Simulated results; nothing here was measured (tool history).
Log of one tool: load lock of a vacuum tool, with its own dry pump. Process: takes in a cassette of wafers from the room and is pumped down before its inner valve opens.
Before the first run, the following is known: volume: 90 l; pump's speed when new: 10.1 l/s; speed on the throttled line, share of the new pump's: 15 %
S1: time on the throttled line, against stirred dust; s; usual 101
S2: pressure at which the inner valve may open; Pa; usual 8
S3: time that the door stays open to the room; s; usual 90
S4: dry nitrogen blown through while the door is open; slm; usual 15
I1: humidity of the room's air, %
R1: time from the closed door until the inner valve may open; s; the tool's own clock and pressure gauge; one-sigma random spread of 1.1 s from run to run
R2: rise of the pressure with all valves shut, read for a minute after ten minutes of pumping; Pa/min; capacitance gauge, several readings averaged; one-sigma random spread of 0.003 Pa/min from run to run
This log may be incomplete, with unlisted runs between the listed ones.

run 1 hour=0.0 | S1=101 S2=8 S3=90 S4=15 | I1=45.7 | R1=173.0 R2=0.097
run 2 hour=83.6 | S1=101 S2=8 S3=107 S4=15 | I1=49.3 | R1=169.5 R2=0.103
run 3 hour=145.8 | S1=101 S2=8 S3=88 S4=15 | I1=46.4 | R1=172.4 R2=0.098
run 4 hour=210.8 | S1=101 S2=8 S3=90 S4=15 | I1=42.6 | R1=170.9 R2=0.103
run 5 hour=304.6 | S1=101 S2=10 S3=90 S4=15 | I1=44.1 | R1=170.1 R2=0.106
run 6 hour=353.8 | S1=101 S2=8 S3=41 S4=15 | I1=42.4 | R1=172.3 R2=0.092
run 7 hour=414.4 | S1=101 S2=8 S3=41 S4=15 | I1=47.8 | R1=171.1 R2=0.104
run 8 hour=506.3 | S1=101 S2=8 S3=41 S4=15 | I1=45.8 | R1=172.2 R2=0.104
run 9 hour=577.4 | S1=174 S2=8 S3=90 S4=15 | I1=45.8 | R1=234.5 R2=0.117
run 10 hour=658.4 | S1=101 S2=8 S3=152 S4=15 | I1=45.7 | R1=173.4 R2=0.119
run 11 hour=731.3 | S1=101 S2=8 S3=152 S4=15 | I1=41.9 | R1=172.0 R2=0.121
run 12 hour=771.3 | S1=101 S2=8 S3=90 S4=5 | I1=47.3 | R1=173.1 R2=0.145
run 13 hour=845.4 | S1=101 S2=12 S3=90 S4=5 | I1=43.9 | R1=166.5 R2=0.147
run 14 hour=925.6 | S1=95 S2=8 S3=90 S4=15 | I1=45.6 | R1=167.9 R2=0.123
run 15 hour=1010.7 | S1=95 S2=8 S3=90 S4=15 | I1=42.2 | R1=168.5 R2=0.127
run 16 hour=1078.3 | S1=113 S2=8 S3=90 S4=15 | I1=43.3 | R1=182.5 R2=0.131
run 17 hour=1162.5 | S1=113 S2=8 S3=90 S4=15 | I1=45.5 | R1=182.0 R2=0.133
run 18 hour=1204.4 | S1=113 S2=8 S3=90 S4=15 | I1=48.8 | R1=183.2 R2=0.136
run 19 hour=1269.3 | S1=101 S2=8 S3=77 S4=15 | I1=44.5 | R1=174.3 R2=0.133
run 20 hour=1314.9 | S1=101 S2=8 S3=90 S4=12 | I1=44.6 | R1=174.6 R2=0.146
run 21 hour=1356.1 | S1=80 S2=8 S3=90 S4=8 | I1=42.8 | R1=155.3 R2=0.149
run 22 hour=1439.7 | S1=80 S2=8 S3=90 S4=8 | I1=44.3 | R1=154.4 R2=0.155
run 23 hour=1479.5 | S1=101 S2=8 S3=59 S4=9 | I1=45.5 | R1=174.2 R2=0.143
run 24 hour=1540.0 | S1=183 S2=16 S3=58 S4=24 | I1=46.0 | R1=233.2 R2=0.128
run 25 hour=1614.1 | S1=64 S2=7 S3=38 S4=20 | I1=47.6 | R1=146.0 R2=0.137
run 26 hour=1699.4 | S1=172 S2=7 S3=38 S4=4 | I1=42.4 | R1=232.6 R2=0.156

Forecast run 27:
run 27 hour=1764.8 | S1=172 S2=7 S3=38 S4=4 | I1=42.4 | R1=? R2=?

R1: 234.5 s
R2: 0.153 Pa/min
With the hidden condition absent and the run-to-run variation left alone, this run would have shown R1 231.1 s, R2 0.038 Pa/min.
